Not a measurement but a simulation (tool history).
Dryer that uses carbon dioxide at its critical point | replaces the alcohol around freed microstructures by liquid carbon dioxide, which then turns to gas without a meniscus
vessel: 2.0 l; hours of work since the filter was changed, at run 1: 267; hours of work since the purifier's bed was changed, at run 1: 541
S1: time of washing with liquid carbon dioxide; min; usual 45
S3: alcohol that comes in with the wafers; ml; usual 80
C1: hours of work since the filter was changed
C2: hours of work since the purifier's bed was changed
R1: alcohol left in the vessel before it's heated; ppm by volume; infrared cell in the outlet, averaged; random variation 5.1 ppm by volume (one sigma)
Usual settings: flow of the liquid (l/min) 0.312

{"run": 1, "hour": 0.0, "S1": 45, "flow of the liquid (l/min)": 0.312, "S3": 80, "C1": 267, "C2": 541, "R1": 269}
{"run": 2, "hour": 43.9, "S1": 45, "flow of the liquid (l/min)": 0.312, "S3": 80, "C1": 299, "C2": 573, "R1": 282}
{"run": 3, "hour": 73.5, "S1": 45, "flow of the liquid (l/min)": 0.312, "S3": 80, "C1": 320, "C2": 595, "R1": 308}
{"run": 4, "hour": 102.9, "S1": 32, "flow of the liquid (l/min)": 0.312, "S3": 80, "C1": 342, "C2": 616, "R1": 773}
{"run": 5, "hour": 138.3, "S1": 28, "flow of the liquid (l/min)": 0.312, "S3": 80, "C1": 368, "C2": 642, "R1": 1217}
{"run": 6, "hour": 177.5, "S1": 45, "flow of the liquid (l/min)": 0.242, "S3": 80, "C1": 396, "C2": 670, "R1": 667}
{"run": 7, "hour": 209.3, "S1": 45, "flow of the liquid (l/min)": 0.242, "S3": 80, "C1": 420, "C2": 694, "R1": 695}
{"run": 8, "hour": 256.3, "S1": 45, "flow of the liquid (l/min)": 0.312, "S3": 80, "C1": 454, "C2": 728, "R1": 370}
{"run": 9, "hour": 288.8, "S1": 45, "flow of the liquid (l/min)": 0.312, "S3": 85, "C1": 478, "C2": 752, "R1": 380}
{"run": 10, "hour": 324.6, "S1": 45, "flow of the liquid (l/min)": 0.312, "S3": 85, "C1": 504, "C2": 778, "R1": 401}
{"run": 11, "hour": 373.0, "S1": 45, "flow of the liquid (l/min)": 0.312, "S3": 85, "C1": 539, "C2": 813, "R1": 416}
{"run": 12, "hour": 401.8, "S1": 45, "flow of the liquid (l/min)": 0.312, "S3": 85, "C1": 560, "C2": 834, "R1": 430}
{"hour": 424.3, "done": "inlet filter changed"}
{"run": 13, "hour": 427.6, "S1": 45, "flow of the liquid (l/min)": 0.312, "S3": 85, "C1": 2, "C2": 852, "R1": 363}
{"hour": 479.0, "done": "purifier's bed changed"}
{"run": 14, "hour": 482.6, "S1": 45, "flow of the liquid (l/min)": 0.312, "S3": 85, "C1": 40, "C2": 3, "R1": 79}
{"run": 15, "hour": 515.5, "S1": 45, "flow of the liquid (l/min)": 0.312, "S3": 85, "C1": 64, "C2": 27, "R1": 89}
{"run": 16, "hour": 562.0, "S1": 60, "flow of the liquid (l/min)": 0.312, "S3": 85, "C1": 98, "C2": 61, "R1": 44}
{"run": 17, "hour": 587.6, "S1": 32, "flow of the liquid (l/min)": 0.373, "S3": 80, "C1": 117, "C2": 79, "R1": 203}
{"run": 18, "hour": 624.2, "S1": 45, "flow of the liquid (l/min)": 0.491, "S3": 28, "C1": 144, "C2": 106, "R1": 43}
{"run": 19, "hour": 657.5, "S1": 45, "flow of the liquid (l/min)": 0.491, "S3": 28, "C1": 168, "C2": 130, "R1": 49}
{"run": 20, "hour": 702.2, "S1": 46, "flow of the liquid (l/min)": 0.491, "S3": 28, "C1": 201, "C2": 163, "R1": 57}
{"run": 21, "hour": 739.4, "S1": 46, "flow of the liquid (l/min)": 0.491, "S3": 28, "C1": 228, "C2": 190, "R1": 73}
{"run": 22, "hour": 778.5, "S1": 46, "flow of the liquid (l/min)": 0.491, "S3": 28, "C1": 256, "C2": 219, "R1": 82}
{"run": 23, "hour": 825.9, "S1": 45, "flow of the liquid (l/min)": 0.312, "S3": 37, "C1": 291, "C2": 253, "R1": 130}
{"run": 24, "hour": 849.6, "S1": 45, "flow of the liquid (l/min)": 0.468, "S3": 42, "C1": 308, "C2": 271, "R1": 94}
{"run": 25, "hour": 872.4, "S1": 45, "flow of the liquid (l/min)": 0.468, "S3": 42, "C1": 325, "C2": 287, "R1": 95}
{"run": 26, "hour": 905.0, "S1": 30, "flow of the liquid (l/min)": 0.451, "S3": 24, "C1": 349, "C2": 311, "R1": 144}
{"run": 27, "hour": 951.7, "S1": 30, "flow of the liquid (l/min)": 0.451, "S3": 24, "C1": 383, "C2": 345, "R1": 157}
{"run": 28, "hour": 984.7, "S1": 39, "flow of the liquid (l/min)": 0.444, "S3": 43, "C1": 407, "C2": 369, "R1": 132}
{"run": 29, "hour": 1028.3, "S1": 39, "flow of the liquid (l/min)": 0.444, "S3": 43, "C1": 439, "C2": 401, "R1": 162}

Forecast each of these 4 alternatives for the next run:
{"run": "A", "hour": 1052.8, "S1": 39, "flow of the liquid (l/min)": 0.444, "S3": 72, "C1": 457, "C2": 419, "R1": "?"}
{"run": "B", "hour": 1052.8, "S1": 47, "flow of the liquid (l/min)": 0.194, "S3": 43, "C1": 457, "C2": 419, "R1": "?"}
{"run": "C", "hour": 1052.8, "S1": 61, "flow of the liquid (l/min)": 0.367, "S3": 56, "C1": 457, "C2": 419, "R1": "?"}
{"run": "D", "hour": 1052.8, "S1": 39, "flow of the liquid (l/min)": 0.269, "S3": 43, "C1": 457, "C2": 419, "R1": "?"}

run=A R1=178
run=B R1=668
run=C R1=152
run=D R1=442
Without the tool's hidden state the same runs would have given:
run=A R1=22
run=B R1=338
run=C R1=11
run=D R1=182

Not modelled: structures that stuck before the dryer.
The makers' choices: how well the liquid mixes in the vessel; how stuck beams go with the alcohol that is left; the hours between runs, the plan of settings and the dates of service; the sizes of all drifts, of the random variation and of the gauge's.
